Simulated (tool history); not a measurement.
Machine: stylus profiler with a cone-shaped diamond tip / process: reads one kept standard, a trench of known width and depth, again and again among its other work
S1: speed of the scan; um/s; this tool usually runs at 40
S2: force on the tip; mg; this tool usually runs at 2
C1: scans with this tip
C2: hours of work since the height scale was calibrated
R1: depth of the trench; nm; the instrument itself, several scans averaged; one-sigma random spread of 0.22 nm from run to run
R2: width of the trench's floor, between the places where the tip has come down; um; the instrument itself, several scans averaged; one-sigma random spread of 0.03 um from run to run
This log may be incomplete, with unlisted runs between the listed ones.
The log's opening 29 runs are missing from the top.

run 30 hour=610.4 | S1=132 S2=1.02 | C1=8763 C2=798 | R1=1005.03 R2=13.05
run 31 hour=630.4 | S1=40 S2=5.03 | C1=8858 C2=807 | R1=1016.3 R2=14.22
run 32 hour=657.8 | S1=25 S2=1.84 | C1=8988 C2=819 | R1=1007.98 R2=14.17
run 33 hour=682.4 | S1=25 S2=1.84 | C1=9105 C2=829 | R1=1007.77 R2=14.2
run 34 hour=704.9 | S1=25 S2=1.84 | C1=9211 C2=839 | R1=1007.96 R2=14.17
run 35 hour=730.6 | S1=25 S2=1.84 | C1=9332 C2=850 | R1=1007.88 R2=14.13
run 36 hour=757.2 | S1=25 S2=1.84 | C1=9458 C2=861 | R1=1007.86 R2=14.1
run 37 hour=772.4 | S1=57 S2=1.33 | C1=9531 C2=868 | R1=1006.27 R2=13.79
run 38 hour=787.3 | S1=14 S2=2 | C1=9601 C2=874 | R1=1008.25 R2=14.17
run 39 hour=808.1 | S1=71 S2=2.92 | C1=9699 C2=883 | R1=1010.9 R2=13.81
run 40 hour=824.1 | S1=71 S2=5.01 | C1=9775 C2=890 | R1=1016.24 R2=13.95
run 41 hour=838.3 | S1=108 S2=1.57 | C1=9842 C2=896 | R1=1006.94 R2=13.36
run 42 hour=851.2 | S1=17 S2=1.57 | C1=9903 C2=902 | R1=1007.04 R2=14.08
-- hour=876.1 new tip fitted, height scale calibrated
run 43 hour=876.1 | S1=19 S2=0.82 | C1=0 C2=0 | R1=1005.61 R2=16.31
run 44 hour=894.8 | S1=52 S2=1.11 | C1=88 C2=8 | R1=1006.67 R2=15.99
run 45 hour=922.4 | S1=52 S2=1.11 | C1=219 C2=20 | R1=1006.9 R2=15.96

What if the next run were any one of these 4? Each begins from the tool's condition after run 45:
run A hour=946.9 | S1=46 S2=2 | C1=335 C2=31 | R1=? R2=?
run B hour=946.9 | S1=113 S2=1.11 | C1=335 C2=31 | R1=? R2=?
run C hour=946.9 | S1=58 S2=4.03 | C1=335 C2=31 | R1=? R2=?
run D hour=946.9 | S1=31 S2=5.89 | C1=335 C2=31 | R1=? R2=?

run=A R1=1009.76 R2=16.06
run=B R1=1006.19 R2=15.31
run=C R1=1014.99 R2=16.09
run=D R1=1019.63 R2=16.24
Without the tool's unlogged condition, the same runs would have read:
run=A R1=1009.47 R2=16.19
run=B R1=1005.89 R2=15.44
run=C R1=1014.69 R2=16.22
run=D R1=1019.33 R2=16.36
